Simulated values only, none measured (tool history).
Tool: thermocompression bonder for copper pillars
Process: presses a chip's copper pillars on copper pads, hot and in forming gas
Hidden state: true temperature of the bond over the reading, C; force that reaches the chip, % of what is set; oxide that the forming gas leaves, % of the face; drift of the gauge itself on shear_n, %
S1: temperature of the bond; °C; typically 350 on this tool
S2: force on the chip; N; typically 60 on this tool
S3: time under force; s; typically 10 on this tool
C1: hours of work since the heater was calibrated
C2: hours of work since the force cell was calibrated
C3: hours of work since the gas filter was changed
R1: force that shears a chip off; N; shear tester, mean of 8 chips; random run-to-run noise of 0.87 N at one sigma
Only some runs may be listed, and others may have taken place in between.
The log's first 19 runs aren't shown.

Run 20, hour 299.9: usual settings but S2 37 N; C1 368; C2 608; C3 95. Result: R1 55.7 N.
Run 21, hour 315.9: usual settings but S1 376 °C, S2 37 N; C1 380; C2 620; C3 106. Result: R1 67.3 N.
Run 22, hour 329.2: usual settings but S1 376 °C, S2 37 N; C1 390; C2 630; C3 116. Result: R1 65.8 N.
Run 23, hour 349.0: usual settings but S1 357 °C, S2 37 N; C1 405; C2 645; C3 131. Result: R1 60.7 N.
Run 24, hour 358.0: usual settings but S1 357 °C, S2 37 N; C1 412; C2 652; C3 138. Result: R1 58.6 N.
Run 25, hour 374.8: usual settings but S1 357 °C, S2 37 N; C1 424; C2 664; C3 150. Result: R1 58.8 N.
Run 26, hour 390.4: usual settings but S1 334 °C, S2 65 N, S3 6 s; C1 436; C2 676; C3 162. Result: R1 66.8 N.
Run 27, hour 409.6: usual settings but S1 336 °C, S2 65 N, S3 13 s; C1 450; C2 690; C3 176. Result: R1 84.0 N.
Run 28, hour 429.4: usual settings but S1 335 °C, S2 48 N, S3 7 s; C1 465; C2 705; C3 191. Result: R1 56.4 N.
Run 29, hour 443.8: usual settings but S1 354 °C, S3 5 s; C1 476; C2 716; C3 202. Result: R1 66.2 N.
Run 30, hour 457.3: usual settings but S1 361 °C, S2 61 N, S3 9 s; C1 486; C2 726; C3 212. Result: R1 83.9 N.
Run 31, hour 477.7: usual settings but S1 326 °C, S2 69 N, S3 26 s; C1 501; C2 741; C3 227. Result: R1 95.0 N.
Run 32, hour 490.1: usual settings but S2 66 N, S3 18 s; C1 510; C2 750; C3 237. Result: R1 96.8 N.
At hour 493.2: forming gas filter changed.
Run 33, hour 510.5: usual settings but S2 66 N, S3 18 s; C1 525; C2 765; C3 13. Result: R1 96.5 N.
Run 34, hour 527.2: usual settings but S1 376 °C, S2 67 N, S3 7 s; C1 538; C2 778; C3 25. Result: R1 89.3 N.
Run 35, hour 541.0: usual settings but S1 334 °C, S2 80 N, S3 9 s; C1 548; C2 788; C3 36. Result: R1 85.3 N.
Run 36, hour 561.4: usual settings but S1 349 °C, S2 80 N, S3 6 s; C1 563; C2 803; C3 51. Result: R1 82.3 N.
Run 37, hour 574.0: usual settings but S1 349 °C, S2 80 N, S3 6 s; C1 573; C2 813; C3 60. Result: R1 84.1 N.
Run 38, hour 589.8: usual settings but S1 372 °C, S2 80 N, S3 12 s; C1 585; C2 824; C3 72. Result: R1 103.7 N.
Run 39, hour 607.8: usual settings but S1 372 °C, S2 80 N, S3 12 s; C1 598; C2 838; C3 86. Result: R1 102.5 N.

What if the next run were any one of these 3? Each begins from the tool's condition after run 39:
Run A, hour 624.7: usual settings but S1 372 °C, S2 48 N, S3 12 s; C1 611; C2 850; C3 98. Result: R1 ?.
Run B, hour 624.7: usual settings but S2 37 N, S3 5 s; C1 611; C2 850; C3 98. Result: R1 ?.
Run C, hour 624.7: usual settings but S1 378 °C, S2 64 N, S3 14 s; C1 611; C2 850; C3 98. Result: R1 ?.

run     R1
  A   83.0
  B   43.3
  C  100.1
Stripped of hidden state, with their random variation kept, the same runs would have yielded:
run     R1
  A   83.1
  B   43.3
  C  100.3

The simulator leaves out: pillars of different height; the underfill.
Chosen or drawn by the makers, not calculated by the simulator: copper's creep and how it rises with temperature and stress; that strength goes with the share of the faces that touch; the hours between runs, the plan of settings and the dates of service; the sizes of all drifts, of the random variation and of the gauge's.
